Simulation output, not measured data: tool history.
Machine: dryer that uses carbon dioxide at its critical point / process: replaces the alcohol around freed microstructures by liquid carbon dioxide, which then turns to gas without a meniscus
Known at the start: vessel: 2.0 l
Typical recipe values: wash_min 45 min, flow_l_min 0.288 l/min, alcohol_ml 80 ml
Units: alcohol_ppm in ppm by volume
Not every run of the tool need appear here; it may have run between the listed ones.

run 1 hour=0.0 | wash_min=45 flow_l_min=0.288 alcohol_ml=80 | alcohol_ppm=336
run 2 hour=17.5 | wash_min=45 flow_l_min=0.288 alcohol_ml=80 | alcohol_ppm=342
run 3 hour=25.5 | wash_min=44 flow_l_min=0.288 alcohol_ml=80 | alcohol_ppm=372
run 4 hour=38.9 | wash_min=44 flow_l_min=0.288 alcohol_ml=80 | alcohol_ppm=381
run 5 hour=55.1 | wash_min=44 flow_l_min=0.288 alcohol_ml=80 | alcohol_ppm=409
run 6 hour=73.0 | wash_min=44 flow_l_min=0.288 alcohol_ml=80 | alcohol_ppm=424
run 7 hour=82.6 | wash_min=45 flow_l_min=0.288 alcohol_ml=34 | alcohol_ppm=223
run 8 hour=94.7 | wash_min=45 flow_l_min=0.288 alcohol_ml=34 | alcohol_ppm=216
run 9 hour=102.7 | wash_min=31 flow_l_min=0.288 alcohol_ml=34 | alcohol_ppm=681
run 10 hour=121.3 | wash_min=45 flow_l_min=0.288 alcohol_ml=80 | alcohol_ppm=430
run 11 hour=136.2 | wash_min=45 flow_l_min=0.288 alcohol_ml=84 | alcohol_ppm=450
run 12 hour=147.4 | wash_min=45 flow_l_min=0.288 alcohol_ml=84 | alcohol_ppm=468
run 13 hour=157.0 | wash_min=49 flow_l_min=0.288 alcohol_ml=31 | alcohol_ppm=193
run 14 hour=171.2 | wash_min=61 flow_l_min=0.213 alcohol_ml=80 | alcohol_ppm=488
run 15 hour=189.3 | wash_min=54 flow_l_min=0.426 alcohol_ml=83 | alcohol_ppm=116
run 16 hour=201.0 | wash_min=45 flow_l_min=0.275 alcohol_ml=80 | alcohol_ppm=584
run 17 hour=212.6 | wash_min=45 flow_l_min=0.275 alcohol_ml=80 | alcohol_ppm=585
run 18 hour=223.3 | wash_min=60 flow_l_min=0.291 alcohol_ml=68 | alcohol_ppm=199
run 19 hour=241.4 | wash_min=60 flow_l_min=0.176 alcohol_ml=48 | alcohol_ppm=721
run 20 hour=256.4 | wash_min=60 flow_l_min=0.348 alcohol_ml=106 | alcohol_ppm=177
run 21 hour=267.4 | wash_min=60 flow_l_min=0.348 alcohol_ml=106 | alcohol_ppm=178
run 22 hour=280.5 | wash_min=67 flow_l_min=0.429 alcohol_ml=45 | alcohol_ppm=153
run 23 hour=295.6 | wash_min=67 flow_l_min=0.189 alcohol_ml=27 | alcohol_ppm=334
run 24 hour=307.9 | wash_min=67 flow_l_min=0.189 alcohol_ml=27 | alcohol_ppm=329

Forecast each of these 4 alternatives for the next run:
run A hour=324.8 | wash_min=32 flow_l_min=0.189 alcohol_ml=27 | alcohol_ppm=?
run B hour=324.8 | wash_min=34 flow_l_min=0.189 alcohol_ml=23 | alcohol_ppm=?
run C hour=324.8 | wash_min=45 flow_l_min=0.319 alcohol_ml=93 | alcohol_ppm=?
run D hour=324.8 | wash_min=52 flow_l_min=0.193 alcohol_ml=89 | alcohol_ppm=?

run=A alcohol_ppm=1890
run=B alcohol_ppm=1424
run=C alcohol_ppm=472
run=D alcohol_ppm=1588
Stripped of hidden state, with their random variation kept, the same runs would have yielded:
run=A alcohol_ppm=1232
run=B alcohol_ppm=882
run=C alcohol_ppm=143
run=D alcohol_ppm=812
